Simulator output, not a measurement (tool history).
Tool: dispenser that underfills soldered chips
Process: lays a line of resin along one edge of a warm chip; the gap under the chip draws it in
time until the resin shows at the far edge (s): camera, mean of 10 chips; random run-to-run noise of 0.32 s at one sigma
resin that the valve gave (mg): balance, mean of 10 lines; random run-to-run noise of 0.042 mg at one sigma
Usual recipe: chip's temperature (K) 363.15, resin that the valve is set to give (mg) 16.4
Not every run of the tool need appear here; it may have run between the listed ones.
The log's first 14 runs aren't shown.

| run | day | chip's temperature (K) | resin that the valve is set to give (mg) | hours of work since the syringe was changed | hours of work since the valve was cleaned | hours of work since the stage was calibrated | time until the resin shows at the far edge (s) | resin that the valve gave (mg) |
|---|---|---|---|---|---|---|---|---|
| 15 | 6.129 | 363.15 | 16.4 | 8 | 6 | 242 | 19.3 | 16.36 |
|  | 6.238 | new syringe of resin |
| 16 | 6.554 | 363.15 | 16.4 | 6 | 14 | 249 | 16.4 | 16.17 |
|  | 6.783 | new syringe of resin |
| 17 | 7.150 | 363.15 | 15.6 | 7 | 25 | 261 | 16.9 | 15.35 |
|  | 7.312 | new syringe of resin |
| 18 | 7.542 | 377.15 | 14.7 | 4 | 32 | 268 | 8.5 | 14.25 |
|  | 7.875 | new syringe of resin |
| 19 | 8.038 | 356.15 | 16.5 | 3 | 42 | 277 | 18.6 | 15.95 |
|  | 8.433 | new syringe of resin |
| 20 | 8.529 | 357.15 | 16.5 | 2 | 51 | 286 | 16.6 | 15.86 |
|  | 8.846 | dispensing valve cleaned and set on the balance |
| 21 | 8.846 | 357.15 | 16.5 | 7 | 0 | 291 | 22.5 | 16.46 |
|  | 9.029 | new syringe of resin |
| 22 | 9.508 | 377.15 | 18.1 | 9 | 12 | 304 | 10.8 | 17.86 |
|  | 9.575 | new syringe of resin |
| 23 | 10.033 | 363.15 | 16.2 | 9 | 22 | 313 | 19.2 | 15.84 |
|  | 10.104 | new syringe of resin |
| 24 | 10.388 | 371.15 | 17.3 | 5 | 29 | 320 | 9.9 | 16.83 |
|  | 10.629 | new syringe of resin |
| 25 | 10.833 | 371.15 | 17.3 | 4 | 37 | 328 | 9.8 | 16.75 |
|  | 10.988 | stage's temperature calibrated |
|  | 11.233 | new syringe of resin |
| 26 | 11.254 | 349.15 | 19.4 | 0 | 44 | 5 | 24.2 | 18.63 |
| 27 | 11.554 | 352.15 | 19.6 | 6 | 50 | 10 | 28.2 | 18.67 |
|  | 11.779 | new syringe of resin |
| 28 | 11.862 | 352.15 | 19.6 | 2 | 55 | 16 | 21.4 | 18.57 |
|  | 11.962 | dispensing valve cleaned and set on the balance |
|  | 12.350 | new syringe of resin |
| 29 | 12.433 | 352.15 | 19.6 | 2 | 9 | 26 | 21.2 | 19.51 |
|  | 12.904 | new syringe of resin |
| 30 | 12.933 | 352.15 | 19.6 | 1 | 18 | 35 | 20.5 | 19.27 |
| 31 | 13.221 | 363.15 | 20.8 | 6 | 23 | 41 | 15.7 | 20.31 |
|  | 13.479 | new syringe of resin |
| 32 | 13.817 | 376.15 | 15.8 | 6 | 35 | 52 | 9.5 | 15.29 |
|  | 14.029 | new syringe of resin |
| 33 | 14.350 | 355.15 | 18.9 | 6 | 45 | 62 | 24.0 | 18.11 |

Forecast each of these 3 alternatives for the next run:
|  | 14.567 | new syringe of resin |
|  | 14.992 | dispensing valve cleaned and set on the balance |
| A | 15.012 | 357.15 | 17.2 | 8 | 0 | 73 | ? | ? |
|  | 14.567 | new syringe of resin |
|  | 14.992 | dispensing valve cleaned and set on the balance |
| B | 15.012 | 362.15 | 16.4 | 8 | 0 | 73 | ? | ? |
|  | 14.567 | new syringe of resin |
|  | 14.992 | dispensing valve cleaned and set on the balance |
| C | 15.012 | 355.15 | 14.6 | 8 | 0 | 73 | ? | ? |

| run | time until the resin shows at the far edge (s) | resin that the valve gave (mg) |
|---|---|---|
| A | 24.3 | 17.19 |
| B | 19.0 | 16.48 |
| C | 26.6 | 14.56 |
Without the tool's hidden state the same runs would have given:
| run | time until the resin shows at the far edge (s) | resin that the valve gave (mg) |
|---|---|---|
| A | 15.5 | 17.17 |
| B | 12.1 | 16.46 |
| C | 16.9 | 14.54 |

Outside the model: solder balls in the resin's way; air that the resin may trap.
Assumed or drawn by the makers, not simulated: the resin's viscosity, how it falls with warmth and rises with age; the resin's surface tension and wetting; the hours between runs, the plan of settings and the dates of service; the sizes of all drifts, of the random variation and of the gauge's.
